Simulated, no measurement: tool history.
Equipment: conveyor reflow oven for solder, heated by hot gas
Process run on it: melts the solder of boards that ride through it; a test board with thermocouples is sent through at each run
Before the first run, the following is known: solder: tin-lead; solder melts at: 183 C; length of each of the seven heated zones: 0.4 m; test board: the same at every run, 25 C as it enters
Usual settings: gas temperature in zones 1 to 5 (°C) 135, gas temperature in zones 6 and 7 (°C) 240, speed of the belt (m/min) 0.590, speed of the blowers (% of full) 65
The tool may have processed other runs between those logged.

run	hour	gas temperature in zones 1 to 5 (°C)	gas temperature in zones 6 and 7 (°C)	speed of the belt (m/min)	speed of the blowers (% of full)	highest temperature of the board (°C)	time above the solder's melting point (s)
1	0.0	135	240	0.590	65	213.3	55.8
2	42.1	135	240	0.590	65	212.9	54.3
3	76.5	135	240	0.590	66	212.9	56.5
4	104.8	135	240	0.590	66	212.8	55.5
5	156.4	135	240	0.590	70	213.7	55.9
6	191.4	135	240	0.590	70	213.5	57.0
7	252.1	135	237	0.590	65	209.2	50.5
# hour 261.8: flux residue cleaned out of gas plates and filters
8	304.7	135	237	0.590	65	213.2	56.8
9	338.3	135	237	0.590	65	212.2	56.2
# hour 345.9: belt drive overhauled, speed set with a stopwatch
10	384.1	135	240	0.590	89	221.8	66.2
11	411.8	133	244	0.702	79	216.3	50.8
12	470.5	143	240	0.546	65	219.7	71.8
13	527.3	129	240	0.590	65	213.9	54.9

Branching from run 13: 3 alternative next runs. What would each branch give?
A	561.7	123	240	0.590	53	?	?
B	561.7	144	240	0.590	68	?	?
C	561.7	135	228	0.618	56	?	?

run	highest temperature of the board (°C)	time above the solder's melting point (s)
A	205.2	44.3
B	216.6	64.2
C	198.8	35.9
Without the tool's hidden state the same runs would have given:
run	highest temperature of the board (°C)	time above the solder's melting point (s)
A	207.2	45.2
B	218.9	64.0
C	200.8	37.6
